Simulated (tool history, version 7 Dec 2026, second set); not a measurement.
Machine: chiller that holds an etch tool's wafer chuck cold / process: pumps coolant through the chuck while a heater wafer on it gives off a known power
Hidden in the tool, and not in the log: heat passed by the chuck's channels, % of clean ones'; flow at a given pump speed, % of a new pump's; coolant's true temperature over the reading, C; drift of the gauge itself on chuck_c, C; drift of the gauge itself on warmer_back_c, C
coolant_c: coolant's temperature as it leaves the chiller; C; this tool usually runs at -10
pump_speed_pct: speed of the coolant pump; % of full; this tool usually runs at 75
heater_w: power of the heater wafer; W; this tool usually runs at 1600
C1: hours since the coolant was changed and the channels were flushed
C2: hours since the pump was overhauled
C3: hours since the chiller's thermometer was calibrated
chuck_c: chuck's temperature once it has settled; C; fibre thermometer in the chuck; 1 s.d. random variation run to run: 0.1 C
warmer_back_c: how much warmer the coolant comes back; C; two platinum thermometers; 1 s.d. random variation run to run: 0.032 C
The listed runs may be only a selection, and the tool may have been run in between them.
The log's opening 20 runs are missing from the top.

Run 21, hour 1409.8: usual settings but coolant_c -18 C, pump_speed_pct 74 % of full, heater_w 2085 W; C1 3649; C2 4765; C3 4344. Result: chuck_c -4.7 C, warmer_back_c 4.80 C.
At hour 1451.0: chiller's thermometer calibrated.
Run 22, hour 1482.5: usual settings but coolant_c -1 C, pump_speed_pct 70 % of full, heater_w 1848 W; C1 3720; C2 4837; C3 31. Result: chuck_c 11.4 C, warmer_back_c 4.51 C.
Run 23, hour 1524.0: usual settings but coolant_c -4 C, pump_speed_pct 60 % of full, heater_w 1330 W; C1 3762; C2 4879; C3 73. Result: chuck_c 5.9 C, warmer_back_c 3.75 C.
Run 24, hour 1592.3: usual settings but coolant_c -2 C, pump_speed_pct 72 % of full, heater_w 1330 W; C1 3830; C2 4947; C3 141. Result: chuck_c 6.7 C, warmer_back_c 3.04 C.
Run 25, hour 1635.8: usual settings but coolant_c -2 C, pump_speed_pct 72 % of full, heater_w 1330 W; C1 3874; C2 4990; C3 185. Result: chuck_c 6.7 C, warmer_back_c 3.07 C.
Run 26, hour 1725.2: usual settings but coolant_c -15 C; C1 3963; C2 5080; C3 274. Result: chuck_c -4.7 C, warmer_back_c 3.55 C.
Run 27, hour 1789.6: usual settings but coolant_c -8 C, heater_w 1181 W; C1 4027; C2 5144; C3 339. Result: chuck_c -0.7 C, warmer_back_c 2.59 C.
Run 28, hour 1836.9: usual settings but coolant_c -8 C, heater_w 1181 W; C1 4075; C2 5191; C3 386. Result: chuck_c -0.5 C, warmer_back_c 2.58 C.
Run 29, hour 1900.8: usual settings but coolant_c -9 C, pump_speed_pct 83 % of full, heater_w 1181 W; C1 4139; C2 5255; C3 450. Result: chuck_c -2.1 C, warmer_back_c 2.26 C.
Run 30, hour 1965.0: usual settings but coolant_c -9 C, pump_speed_pct 83 % of full, heater_w 1181 W; C1 4203; C2 5319; C3 514. Result: chuck_c -2.2 C, warmer_back_c 2.17 C.
Run 31, hour 2031.6: usual settings but coolant_c -19 C, pump_speed_pct 83 % of full, heater_w 1659 W; C1 4269; C2 5386; C3 581. Result: chuck_c -9.1 C, warmer_back_c 3.25 C.

Below are 5 alternative next runs, each starting from the tool's condition after run 31. Predict each:
Run A, hour 2111.7: usual settings but coolant_c -15 C, heater_w 1880 W; C1 4349; C2 5466; C3 661. Result: chuck_c ?, warmer_back_c ?.
Run B, hour 2111.7: usual settings but coolant_c -1 C, pump_speed_pct 62 % of full, heater_w 1743 W; C1 4349; C2 5466; C3 661. Result: chuck_c ?, warmer_back_c ?.
Run C, hour 2111.7: usual settings but coolant_c -3 C, pump_speed_pct 73 % of full, heater_w 870 W; C1 4349; C2 5466; C3 661. Result: chuck_c ?, warmer_back_c ?.
Run D, hour 2111.7: usual settings but coolant_c -19 C, pump_speed_pct 90 % of full, heater_w 1659 W; C1 4349; C2 5466; C3 661. Result: chuck_c ?, warmer_back_c ?.
Run E, hour 2111.7: usual settings but coolant_c -1 C, pump_speed_pct 96 % of full, heater_w 2085 W; C1 4349; C2 5466; C3 661. Result: chuck_c ?, warmer_back_c ?.

run  chuck_c  warmer_back_c
  A     -3.1           4.24
  B     11.6           4.72
  C      2.6           1.81
  D     -9.5           3.02
  E     10.1           3.55
Without the tool's unlogged condition, the same runs would have read:
run  chuck_c  warmer_back_c
  A     -3.1           4.58
  B     11.6           5.06
  C      2.6           2.15
  D     -9.5           3.36
  E     10.1           3.89

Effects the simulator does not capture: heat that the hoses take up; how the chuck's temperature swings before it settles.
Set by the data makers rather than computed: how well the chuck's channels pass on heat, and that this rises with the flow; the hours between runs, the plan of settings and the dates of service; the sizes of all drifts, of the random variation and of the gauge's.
